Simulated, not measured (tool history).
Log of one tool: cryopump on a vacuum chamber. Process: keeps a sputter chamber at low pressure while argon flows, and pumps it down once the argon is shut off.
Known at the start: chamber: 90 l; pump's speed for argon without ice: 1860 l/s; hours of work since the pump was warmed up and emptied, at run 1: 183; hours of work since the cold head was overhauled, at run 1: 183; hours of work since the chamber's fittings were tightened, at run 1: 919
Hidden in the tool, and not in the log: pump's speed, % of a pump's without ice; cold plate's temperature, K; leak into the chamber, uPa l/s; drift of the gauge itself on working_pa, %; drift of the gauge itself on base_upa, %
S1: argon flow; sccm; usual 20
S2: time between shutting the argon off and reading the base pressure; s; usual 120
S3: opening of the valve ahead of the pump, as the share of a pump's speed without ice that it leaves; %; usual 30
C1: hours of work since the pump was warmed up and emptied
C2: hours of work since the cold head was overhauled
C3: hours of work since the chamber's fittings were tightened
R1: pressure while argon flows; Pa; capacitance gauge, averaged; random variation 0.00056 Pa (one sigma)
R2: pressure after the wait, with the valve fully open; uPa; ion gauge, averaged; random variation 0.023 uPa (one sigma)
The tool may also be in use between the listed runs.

Run 1, hour 0: usual settings; C1 183; C2 183; C3 919. Result: R1 0.064 Pa, R2 0.97 uPa.
Run 2, hour 13.4: usual settings; C1 189; C2 189; C3 925. Result: R1 0.0633 Pa, R2 0.98 uPa.
Run 3, hour 38: usual settings but S1 33 sccm; C1 201; C2 201; C3 936. Result: R1 0.1061 Pa, R2 1.04 uPa.
Run 4, hour 53.9: usual settings; C1 208; C2 208; C3 944. Result: R1 0.0638 Pa, R2 0.98 uPa.
Run 5, hour 69.9: usual settings but S3 29 %; C1 215; C2 215; C3 951. Result: R1 0.0657 Pa, R2 0.97 uPa.
Run 6, hour 88.4: usual settings but S3 29 %; C1 224; C2 224; C3 960. Result: R1 0.0666 Pa, R2 1.02 uPa.
Run 7, hour 111.4: usual settings but S3 29 %; C1 235; C2 235; C3 970. Result: R1 0.0667 Pa, R2 0.99 uPa.
Run 8, hour 128.7: usual settings but S3 60 %; C1 242; C2 242; C3 978. Result: R1 0.0344 Pa, R2 0.99 uPa.
Run 9, hour 143.4: usual settings but S3 60 %; C1 249; C2 249; C3 985. Result: R1 0.0342 Pa, R2 1.01 uPa.
Run 10, hour 162.4: usual settings but S3 60 %; C1 258; C2 258; C3 994. Result: R1 0.0346 Pa, R2 1.03 uPa.
Run 11, hour 178.3: usual settings but S1 28 sccm; C1 265; C2 265; C3 1001. Result: R1 0.0907 Pa, R2 1.06 uPa.
Run 12, hour 203: usual settings but S1 12 sccm; C1 277; C2 277; C3 1012. Result: R1 0.0392 Pa, R2 1.05 uPa.
Run 13, hour 223.1: usual settings but S1 39 sccm, S2 25 s, S3 29 %; C1 286; C2 286; C3 1022. Result: R1 0.1309 Pa, R2 3.39 uPa.
Run 14, hour 243.9: usual settings but S1 39 sccm, S2 25 s, S3 29 %; C1 296; C2 296; C3 1031. Result: R1 0.1327 Pa, R2 3.41 uPa.
Run 15, hour 263.5: usual settings but S2 141 s, S3 25 %; C1 305; C2 305; C3 1040. Result: R1 0.0783 Pa, R2 0.97 uPa.
Run 16, hour 286.1: usual settings but S2 141 s, S3 25 %; C1 315; C2 315; C3 1051. Result: R1 0.0784 Pa, R2 0.95 uPa.
Run 17, hour 302.1: usual settings but S1 23 sccm, S2 55 s, S3 17 %; C1 323; C2 323; C3 1058. Result: R1 0.1308 Pa, R2 1.86 uPa.
Run 18, hour 318.7: usual settings but S1 23 sccm, S2 55 s, S3 17 %; C1 330; C2 330; C3 1066. Result: R1 0.1302 Pa, R2 1.8 uPa.
Run 19, hour 335.6: usual settings but S1 36 sccm, S3 45 %; C1 338; C2 338; C3 1074. Result: R1 0.0847 Pa, R2 1.05 uPa.
Run 20, hour 354.1: usual settings but S3 18 %; C1 347; C2 347; C3 1082. Result: R1 0.1078 Pa, R2 1.03 uPa.

Run 21 comes next. What will it give?
Run 21, hour 371.1: usual settings but S3 18 %; C1 354; C2 354; C3 1090. Result: R1 ?, R2 ?.

{"run 21": {"R1": 0.1086, "R2": 1.07}}
Without the tool's hidden state the same run would have given R1 0.1018 Pa, R2 0.76 uPa.
